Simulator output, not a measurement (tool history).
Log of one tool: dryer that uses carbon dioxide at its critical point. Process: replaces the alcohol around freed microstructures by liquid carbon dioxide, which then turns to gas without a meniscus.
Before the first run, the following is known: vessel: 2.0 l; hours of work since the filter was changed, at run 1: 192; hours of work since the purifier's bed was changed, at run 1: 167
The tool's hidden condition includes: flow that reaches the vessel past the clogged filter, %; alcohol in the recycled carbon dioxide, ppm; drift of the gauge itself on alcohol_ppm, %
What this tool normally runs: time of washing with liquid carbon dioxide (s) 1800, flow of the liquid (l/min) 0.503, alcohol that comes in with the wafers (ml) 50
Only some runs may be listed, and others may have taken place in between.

| run | hour | time of washing with liquid carbon dioxide (s) | flow of the liquid (l/min) | alcohol that comes in with the wafers (ml) | hours of work since the filter was changed | hours of work since the purifier's bed was changed | alcohol left in the vessel before it's heated (ppm by volume) |
|---|---|---|---|---|---|---|---|
| 1 | 0.0 | 1800 | 0.503 | 50 | 192 | 167 | 77 |
| 2 | 26.3 | 1800 | 0.503 | 54 | 204 | 179 | 96 |
| 3 | 53.3 | 1800 | 0.802 | 54 | 216 | 191 | 24 |
| 4 | 74.1 | 1800 | 0.503 | 50 | 225 | 200 | 90 |
| 5 | 92.6 | 1800 | 0.348 | 50 | 234 | 209 | 472 |
| 6 | 109.7 | 1800 | 0.348 | 50 | 241 | 216 | 483 |
| 7 | 127.3 | 1800 | 0.348 | 50 | 249 | 224 | 485 |
|  | 134.4 | inlet filter changed |
| 8 | 144.4 | 1620 | 0.348 | 50 | 4 | 231 | 482 |
| 9 | 180.7 | 1620 | 0.348 | 50 | 21 | 248 | 510 |
| 10 | 207.1 | 1800 | 0.503 | 50 | 32 | 259 | 58 |
| 11 | 231.4 | 1800 | 0.503 | 50 | 43 | 270 | 62 |
| 12 | 253.9 | 1800 | 0.503 | 50 | 53 | 280 | 60 |
| 13 | 280.2 | 1800 | 0.503 | 50 | 65 | 292 | 66 |
| 14 | 312.9 | 1800 | 0.503 | 112 | 80 | 306 | 137 |
| 15 | 347.1 | 1800 | 0.503 | 28 | 95 | 322 | 54 |
| 16 | 368.2 | 1800 | 0.503 | 28 | 104 | 331 | 45 |
| 17 | 407.7 | 1800 | 0.503 | 28 | 122 | 349 | 53 |
| 18 | 431.8 | 1500 | 0.503 | 28 | 133 | 360 | 113 |
| 19 | 455.1 | 1500 | 0.503 | 28 | 143 | 370 | 124 |
| 20 | 492.7 | 1860 | 0.503 | 39 | 160 | 387 | 65 |
| 21 | 515.2 | 1800 | 0.646 | 38 | 170 | 397 | 32 |
| 22 | 550.5 | 1500 | 0.503 | 96 | 186 | 412 | 367 |
| 23 | 583.3 | 1200 | 0.375 | 116 | 200 | 427 | 3156 |
| 24 | 603.0 | 1800 | 0.357 | 116 | 209 | 436 | 925 |
| 25 | 633.6 | 1260 | 0.414 | 85 | 223 | 449 | 1502 |
| 26 | 650.4 | 2520 | 0.330 | 81 | 230 | 457 | 216 |
| 27 | 682.2 | 1800 | 0.503 | 117 | 244 | 471 | 204 |
|  | 699.6 | inlet filter changed |
| 28 | 701.2 | 1800 | 0.818 | 82 | 1 | 479 | 32 |
| 29 | 727.1 | 1800 | 0.818 | 82 | 12 | 491 | 33 |
| 30 | 744.0 | 1800 | 0.565 | 50 | 20 | 498 | 48 |
| 31 | 769.7 | 2460 | 0.565 | 24 | 31 | 510 | 27 |

What if the next run were any one of these 4? Each begins from the tool's condition after run 31:
| A | 788.9 | 1800 | 0.306 | 23 | 40 | 518 | ? |
| B | 788.9 | 2460 | 0.348 | 24 | 40 | 518 | ? |
| C | 788.9 | 1440 | 0.738 | 99 | 40 | 518 | ? |
| D | 788.9 | 2460 | 0.516 | 21 | 40 | 518 | ? |

| run | alcohol left in the vessel before it's heated (ppm by volume) |
|---|---|
| A | 284 |
| B | 61 |
| C | 57 |
| D | 34 |
Had the tool no hidden state, the same runs would have come out as:
| run | alcohol left in the vessel before it's heated (ppm by volume) |
|---|---|
| A | 241 |
| B | 31 |
| C | 26 |
| D | 8 |
